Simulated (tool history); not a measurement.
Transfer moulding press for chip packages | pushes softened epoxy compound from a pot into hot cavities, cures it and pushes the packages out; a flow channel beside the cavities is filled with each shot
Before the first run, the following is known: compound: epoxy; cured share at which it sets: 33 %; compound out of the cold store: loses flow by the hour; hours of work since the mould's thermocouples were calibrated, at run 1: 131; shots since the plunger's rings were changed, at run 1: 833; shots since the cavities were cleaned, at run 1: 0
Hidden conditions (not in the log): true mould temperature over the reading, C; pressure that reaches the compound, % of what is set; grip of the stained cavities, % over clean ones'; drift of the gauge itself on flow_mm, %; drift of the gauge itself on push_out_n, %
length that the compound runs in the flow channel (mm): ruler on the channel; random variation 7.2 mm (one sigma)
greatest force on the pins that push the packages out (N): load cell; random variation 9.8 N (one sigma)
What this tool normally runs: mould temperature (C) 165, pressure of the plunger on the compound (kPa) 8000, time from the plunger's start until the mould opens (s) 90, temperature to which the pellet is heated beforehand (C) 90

run,hour,mould temperature (C),pressure of the plunger on the compound (kPa),time from the plunger's start until the mould opens (s),temperature to which the pellet is heated beforehand (C),hours of work since the mould's thermocouples were calibrated,shots since the plunger's rings were changed,shots since the cavities were cleaned,incoming compound's hours out of the cold store,length that the compound runs in the flow channel (mm),greatest force on the pins that push the packages out (N)
1,0.0,165,8000,90,90,131,833,0,46.3,723,431
2,8.7,165,8000,90,90,134,910,77,21.3,800,435
3,18.5,165,8000,90,99,139,997,164,31.9,757,432
4,24.6,165,8000,90,99,142,1052,219,16.9,815,433
5,29.3,165,8000,90,99,144,1094,261,47.0,716,411
6,39.4,165,8000,90,99,148,1184,351,47.6,713,427
7,44.0,165,8000,90,99,150,1225,392,34.2,756,433
# hour 53.2: cavities cleaned with cleaning compound and waxed
8,53.2,171,8000,90,90,154,1294,0,47.9,699,349
9,57.6,171,8000,90,90,156,1333,39,40.5,714,343
10,67.1,171,8000,90,90,160,1418,124,25.9,766,345
11,76.9,165,8000,90,90,164,1505,211,38.9,739,427
12,87.3,165,8000,90,90,169,1598,304,23.0,790,445
13,97.6,165,8000,90,86,173,1690,396,9.9,849,467
# hour 106.2: cavities cleaned with cleaning compound and waxed
14,107.3,165,8000,90,86,177,1763,10,11.1,826,471
15,116.5,167,8000,70,90,181,1845,92,39.0,731,616
16,122.0,170,7840,103,96,184,1894,141,30.2,744,338
17,129.4,172,8490,90,90,187,1960,207,15.8,821,356
18,134.5,166,6790,113,85,189,2005,252,22.3,730,341
19,141.3,166,8500,113,92,192,2066,313,21.1,804,340
20,147.7,166,8500,113,92,195,2123,370,11.4,863,341
21,155.4,165,7430,105,85,199,2192,439,27.4,743,375
# hour 159.3: cavities cleaned with cleaning compound and waxed
22,162.4,163,7520,90,99,201,2241,28,44.9,703,468
23,172.4,162,7520,76,99,205,2330,117,47.2,690,695
24,182.2,162,7520,76,99,210,2418,205,27.4,744,745
25,186.5,162,7520,76,99,212,2456,243,27.5,739,712
26,194.3,173,7520,76,84,215,2525,312,27.1,728,381
27,200.1,173,7520,76,84,218,2577,364,26.8,729,391
28,209.4,173,7520,76,84,222,2660,447,38.4,698,389

4 options for the next run, each taken on its own from the tool as it stands now. Forecast them:
# hour 212.6: cavities cleaned with cleaning compound and waxed
A,219.3,165,6650,108,100,226,2735,60,37.8,?,?
# hour 212.6: cavities cleaned with cleaning compound and waxed
B,219.3,173,8440,76,84,226,2735,60,13.7,?,?
# hour 212.6: cavities cleaned with cleaning compound and waxed
C,219.3,171,7520,76,84,226,2735,60,47.8,?,?
# hour 212.6: cavities cleaned with cleaning compound and waxed
D,219.3,165,9680,90,90,226,2735,60,12.4,?,?

run,length that the compound runs in the flow channel (mm),greatest force on the pins that push the packages out (N)
A,666,352
B,827,400
C,675,412
D,907,451
What these runs would have given with no unlogged condition in the tool:
run,length that the compound runs in the flow channel (mm),greatest force on the pins that push the packages out (N)
A,667,351
B,828,399
C,675,410
D,909,450

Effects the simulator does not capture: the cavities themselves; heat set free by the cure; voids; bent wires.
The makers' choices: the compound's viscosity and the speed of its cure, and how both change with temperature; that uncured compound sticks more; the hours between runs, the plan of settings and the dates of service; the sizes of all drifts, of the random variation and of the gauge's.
